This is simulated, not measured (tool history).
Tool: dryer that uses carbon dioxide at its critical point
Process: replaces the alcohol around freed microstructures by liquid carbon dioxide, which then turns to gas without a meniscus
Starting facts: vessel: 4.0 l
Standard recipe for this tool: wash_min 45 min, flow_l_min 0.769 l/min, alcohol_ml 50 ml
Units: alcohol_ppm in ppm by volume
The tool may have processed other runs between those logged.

run,hour,wash_min,flow_l_min,alcohol_ml,alcohol_ppm
1,0,45,0.769,50,292
2,49.4,45,0.562,50,452
3,84.7,32,0.562,50,932
4,128.9,32,0.562,50,928
5,163,45,1.163,50,277
6,198.8,45,0.769,27,316
# hour 221.5: purifier's bed changed
7,249.5,45,0.769,27,30
8,299.5,45,0.769,35,51
9,344.4,45,0.769,72,101
10,379.3,45,0.769,72,107
# hour 419.3: inlet filter changed
11,435.8,45,0.769,72,83
12,469.1,45,0.569,50,182
13,508,45,0.569,50,198
14,546,45,0.569,50,208
15,570.1,45,0.569,50,218
16,593,45,0.569,50,219
17,621.8,45,0.769,107,141
18,646.2,45,0.769,107,146
19,691.6,45,0.769,107,155
20,719.2,45,0.769,21,119
21,768.8,45,0.769,21,126
22,819,45,0.769,50,150
23,871.1,45,0.769,68,178
24,910.5,45,0.769,68,180
25,950.3,45,1.225,54,135
26,989.9,53,1.046,22,142
27,1024.6,64,0.636,22,161
28,1061.8,59,0.636,22,185
29,1096.7,59,0.813,69,179
30,1122,34,0.848,90,355
31,1158.2,48,0.521,30,326
32,1185.7,48,0.521,30,322
33,1219.6,48,0.521,30,341
34,1243.7,48,0.521,30,332
35,1284.6,31,1.037,111,359
36,1338,31,1.037,76,336
37,1368.2,60,0.959,90,225
38,1402.6,45,0.654,112,499
# hour 1407.8: inlet filter changed
39,1442.7,45,0.654,112,385
40,1497.3,50,0.968,28,248
41,1551.9,51,1.025,31,259
42,1602.7,45,0.468,50,606
43,1651.9,47,1.28,45,268
# hour 1661: purifier's bed changed
44,1706.4,47,0.527,62,232
45,1758.2,47,0.527,62,247
46,1812.2,47,0.964,22,43

What if the next run were any one of these 4? Each begins from the tool's condition after run 46:
A,1838.2,50,0.964,58,?
B,1838.2,67,0.541,50,?
C,1838.2,55,0.586,64,?
D,1838.2,45,0.769,24,?

run,alcohol_ppm
A,36
B,76
C,110
D,53
With no hidden state in the tool, these same runs would have given:
run,alcohol_ppm
A,0
B,32
C,55
D,13
